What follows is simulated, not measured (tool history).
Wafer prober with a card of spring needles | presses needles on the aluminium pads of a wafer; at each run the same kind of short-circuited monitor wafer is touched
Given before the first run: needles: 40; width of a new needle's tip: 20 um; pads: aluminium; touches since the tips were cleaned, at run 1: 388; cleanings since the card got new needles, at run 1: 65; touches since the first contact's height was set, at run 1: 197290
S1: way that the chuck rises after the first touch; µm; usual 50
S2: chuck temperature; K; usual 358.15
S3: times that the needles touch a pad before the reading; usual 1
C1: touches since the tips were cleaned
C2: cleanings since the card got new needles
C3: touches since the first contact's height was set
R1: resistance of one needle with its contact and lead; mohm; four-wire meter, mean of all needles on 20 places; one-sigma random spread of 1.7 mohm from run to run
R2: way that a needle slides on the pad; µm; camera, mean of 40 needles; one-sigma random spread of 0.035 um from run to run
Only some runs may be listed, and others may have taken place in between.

Run 1, day 0: usual settings; C1 388; C2 65; C3 197290. Result: R1 187 mohm, R2 6.19 µm.
At day 0.346: tips cleaned on abrasive film.
Run 2, day 0.638: usual settings but S1 51 µm; C1 2312; C2 66; C3 202327. Result: R1 228 mohm, R2 6.3 µm.
At day 0.725: tips cleaned on abrasive film.
At day 1.062: tips cleaned on abrasive film.
Run 3, day 1.321: usual settings but S1 51 µm, S3 2; C1 2053; C2 68; C3 207700. Result: R1 201 mohm, R2 6.26 µm.
At day 1.45: tips cleaned on abrasive film.
At day 1.642: height of the first contact set anew.
At day 1.858: tips cleaned on abrasive film.
Run 4, day 1.888: usual settings but S1 51 µm, S3 2; C1 248; C2 70; C3 1921. Result: R1 177 mohm, R2 7.05 µm.
At day 2.238: tips cleaned on abrasive film.
Run 5, day 2.458: usual settings but S1 51 µm, S3 2; C1 1781; C2 71; C3 6425. Result: R1 193 mohm, R2 7.07 µm.
At day 2.596: tips cleaned on abrasive film.
At day 3.008: tips cleaned on abrasive film.
At day 3.342: tips cleaned on abrasive film.
Run 6, day 3.342: usual settings; C1 0; C2 74; C3 13341. Result: R1 173 mohm, R2 6.8 µm.
At day 3.712: tips cleaned on abrasive film.
Run 7, day 3.85: usual settings; C1 1101; C2 75; C3 17345. Result: R1 197 mohm, R2 6.8 µm.
At day 4.067: tips cleaned on abrasive film.
At day 4.433: tips cleaned on abrasive film.
Run 8, day 4.558: usual settings; C1 978; C2 77; C3 22886. Result: R1 195 mohm, R2 6.82 µm.
At day 4.783: tips cleaned on abrasive film.
At day 5.112: tips cleaned on abrasive film.
Run 9, day 5.192: usual settings; C1 623; C2 79; C3 27862. Result: R1 188 mohm, R2 6.78 µm.
At day 5.462: tips cleaned on abrasive film.
Run 10, day 5.662: usual settings; C1 1593; C2 80; C3 31586. Result: R1 206 mohm, R2 6.79 µm.
At day 5.796: tips cleaned on abrasive film.
At day 6.129: tips cleaned on abrasive film.
At day 6.471: tips cleaned on abrasive film.
Run 11, day 6.571: usual settings; C1 789; C2 83; C3 38688. Result: R1 193 mohm, R2 6.77 µm.
At day 6.854: tips cleaned on abrasive film.
At day 7.225: tips cleaned on abrasive film.
Run 12, day 7.417: usual settings but S1 58 µm; C1 1540; C2 85; C3 45363. Result: R1 198 mohm, R2 7.81 µm.
At day 7.617: tips cleaned on abrasive film.
At day 7.988: tips cleaned on abrasive film.
Run 13, day 8.025: usual settings but S1 58 µm; C1 292; C2 87; C3 50115. Result: R1 180 mohm, R2 7.79 µm.
At day 8.354: tips cleaned on abrasive film.
Run 14, day 8.533: usual settings but S1 58 µm; C1 1393; C2 88; C3 54106. Result: R1 197 mohm, R2 7.67 µm.
At day 8.692: tips cleaned on abrasive film.
Run 15, day 8.983: usual settings but S1 58 µm; C1 2310; C2 89; C3 57660. Result: R1 212 mohm, R2 7.8 µm.
At day 9.046: tips cleaned on abrasive film.
At day 9.421: tips cleaned on abrasive film.
Run 16, day 9.65: usual settings but S2 307.15 K; C1 1826; C2 91; C3 62891. Result: R1 201 mohm, R2 6.64 µm.
At day 9.762: tips cleaned on abrasive film.
At day 10.154: tips cleaned on abrasive film.
Run 17, day 10.388: usual settings but S2 307.15 K; C1 1851; C2 93; C3 68695. Result: R1 207 mohm, R2 6.65 µm.
At day 10.504: tips cleaned on abrasive film.
At day 10.842: tips cleaned on abrasive film.
Run 18, day 11.117: usual settings but S2 325.15 K, S3 2; C1 2179; C2 95; C3 74422. Result: R1 195 mohm, R2 6.59 µm.
At day 11.254: tips cleaned on abrasive film.
At day 11.588: tips cleaned on abrasive film.
Run 19, day 11.846: usual settings but S2 325.15 K, S3 2; C1 2053; C2 97; C3 80157. Result: R1 194 mohm, R2 6.56 µm.
At day 11.929: tips cleaned on abrasive film.
At day 12.267: tips cleaned on abrasive film.
At day 12.6: tips cleaned on abrasive film.
Run 20, day 12.6: usual settings but S2 331.15 K; C1 0; C2 100; C3 86042. Result: R1 176 mohm, R2 6.49 µm.
At day 12.979: tips cleaned on abrasive film.
Run 21, day 13.1: usual settings but S2 331.15 K; C1 965; C2 101; C3 89976. Result: R1 196 mohm, R2 6.53 µm.
At day 13.321: tips cleaned on abrasive film.
Run 22, day 13.575: usual settings but S1 34 µm, S2 319.15 K, S3 2; C1 2025; C2 102; C3 93728. Result: R1 228 mohm, R2 4.32 µm.
At day 13.688: tips cleaned on abrasive film.
At day 14.038: tips cleaned on abrasive film.
At day 14.392: tips cleaned on abrasive film.
Run 23, day 14.458: usual settings but S1 52 µm, S2 317.15 K, S3 2; C1 542; C2 105; C3 100640. Result: R1 178 mohm, R2 6.77 µm.
At day 14.788: tips cleaned on abrasive film.
At day 15.125: tips cleaned on abrasive film.
Run 24, day 15.433: usual settings but S1 42 µm, S3 2; C1 2478; C2 107; C3 108331. Result: R1 220 mohm, R2 5.31 µm.
At day 15.512: tips cleaned on abrasive film.
At day 15.904: tips cleaned on abrasive film.
Run 25, day 16.212: usual settings but S1 42 µm, S3 2; C1 2434; C2 109; C3 114429. Result: R1 222 mohm, R2 5.34 µm.
At day 16.271: tips cleaned on abrasive film.
At day 16.608: tips cleaned on abrasive film.
At day 17: tips cleaned on abrasive film.
Run 26, day 17.042: usual settings but S1 42 µm, S3 2; C1 322; C2 112; C3 120927. Result: R1 192 mohm, R2 5.28 µm.
At day 17.342: tips cleaned on abrasive film.
At day 17.746: tips cleaned on abrasive film.
Run 27, day 17.879: usual settings but S1 42 µm, S3 2; C1 1087; C2 114; C3 127535. Result: R1 201 mohm, R2 5.25 µm.
At day 18.108: tips cleaned on abrasive film.
At day 18.45: tips cleaned on abrasive film.
Run 28, day 18.646: usual settings but S1 48 µm, S2 303.15 K, S3 2; C1 1536; C2 116; C3 133541. Result: R1 192 mohm, R2 6.12 µm.
At day 18.788: tips cleaned on abrasive film.
At day 19.146: tips cleaned on abrasive film.
At day 19.492: tips cleaned on abrasive film.
Run 29, day 19.675: usual settings but S1 60 µm, S2 313.15 K; C1 1438; C2 119; C3 141610. Result: R1 198 mohm, R2 7.72 µm.
At day 19.829: tips cleaned on abrasive film.
At day 20.2: tips cleaned on abrasive film.
Run 30, day 20.521: usual settings but S1 60 µm, S2 326.15 K, S3 2; C1 2548; C2 121; C3 148277. Result: R1 191 mohm, R2 7.67 µm.

What if the next run were any one of these 4? Each begins from the tool's condition after run 30:
At day 20.608: tips cleaned on abrasive film.
At day 21: tips cleaned on abrasive film.
Run A, day 21.067: usual settings but S1 67 µm, S2 300.15 K, S3 3; C1 555; C2 123; C3 152561. Result: R1 ?, R2 ?.
At day 20.608: tips cleaned on abrasive film.
At day 21: tips cleaned on abrasive film.
Run B, day 21.067: usual settings but S1 60 µm; C1 555; C2 123; C3 152561. Result: R1 ?, R2 ?.
At day 20.608: tips cleaned on abrasive film.
At day 21: tips cleaned on abrasive film.
Run C, day 21.067: usual settings but S1 53 µm, S2 326.15 K, S3 2; C1 555; C2 123; C3 152561. Result: R1 ?, R2 ?.
At day 20.608: tips cleaned on abrasive film.
At day 21: tips cleaned on abrasive film.
Run D, day 21.067: usual settings but S1 60 µm, S2 312.15 K, S3 2; C1 555; C2 123; C3 152561. Result: R1 ?, R2 ?.

run   R1    R2
  A  166  8.62
  B  186  7.75
  C  179  6.73
  D  174  7.73
What these runs would have given with no unlogged condition in the tool:
run   R1    R2
  A  161  9.23
  B  172  8.35
  C  166  7.34
  D  164  8.34
